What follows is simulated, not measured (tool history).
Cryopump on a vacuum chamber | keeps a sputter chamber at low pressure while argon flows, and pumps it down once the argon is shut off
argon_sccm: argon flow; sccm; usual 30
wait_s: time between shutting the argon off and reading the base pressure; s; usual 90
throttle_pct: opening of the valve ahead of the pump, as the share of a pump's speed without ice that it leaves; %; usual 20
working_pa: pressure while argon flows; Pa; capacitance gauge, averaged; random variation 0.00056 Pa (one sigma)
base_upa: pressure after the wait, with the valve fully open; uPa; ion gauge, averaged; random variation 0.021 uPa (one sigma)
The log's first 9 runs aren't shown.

run,hour,argon_sccm,wait_s,throttle_pct,working_pa,base_upa
# hour 347.5: pump warmed up, emptied and cooled again
10,360.6,30,90,20,0.1061,1.03
11,411.5,30,137,20,0.107,1
12,480,30,137,20,0.108,1.06
13,511.2,30,90,33,0.0655,1.08
14,566.1,30,90,33,0.0671,1.12
15,600.7,30,90,33,0.0671,1.17
16,667,30,90,33,0.067,1.18
17,728.7,25,90,23,0.0799,1.2
18,764.2,25,90,23,0.0801,1.18
19,831.4,25,39,19,0.0964,1.59
20,869.5,30,228,20,0.1104,1.15
21,922.8,14,54,20,0.0525,1.55
# hour 930.6: leaking fittings of the chamber tightened, without venting
22,980.4,30,90,34,0.0685,0.42
23,1015.8,44,68,34,0.1013,0.52
24,1069.8,12,235,19,0.0481,0.3
# hour 1081: pump warmed up, emptied and cooled again
25,1102.9,59,31,23,0.1849,0.81
26,1156.6,17,77,49,0.0255,0.45
27,1188.8,17,77,49,0.0256,0.53
28,1232.4,25,104,25,0.0733,0.38
29,1300.5,39,229,39,0.0739,0.31
30,1329.7,30,50,20,0.109,0.63
31,1386.3,18,171,54,0.026,0.39

3 ways to go on from here, each from the tool as it stands after run 31. What would each give?
A,1437,30,62,20,?,?
B,1437,57,267,54,?,?
C,1437,15,171,54,?,?

run,working_pa,base_upa
A,0.1107,0.58
B,0.0812,0.34
C,0.0213,0.43
Without the tool's hidden state the same runs would have given:
run,working_pa,base_upa
A,0.1076,0.41
B,0.0754,0.17
C,0.0198,0.26

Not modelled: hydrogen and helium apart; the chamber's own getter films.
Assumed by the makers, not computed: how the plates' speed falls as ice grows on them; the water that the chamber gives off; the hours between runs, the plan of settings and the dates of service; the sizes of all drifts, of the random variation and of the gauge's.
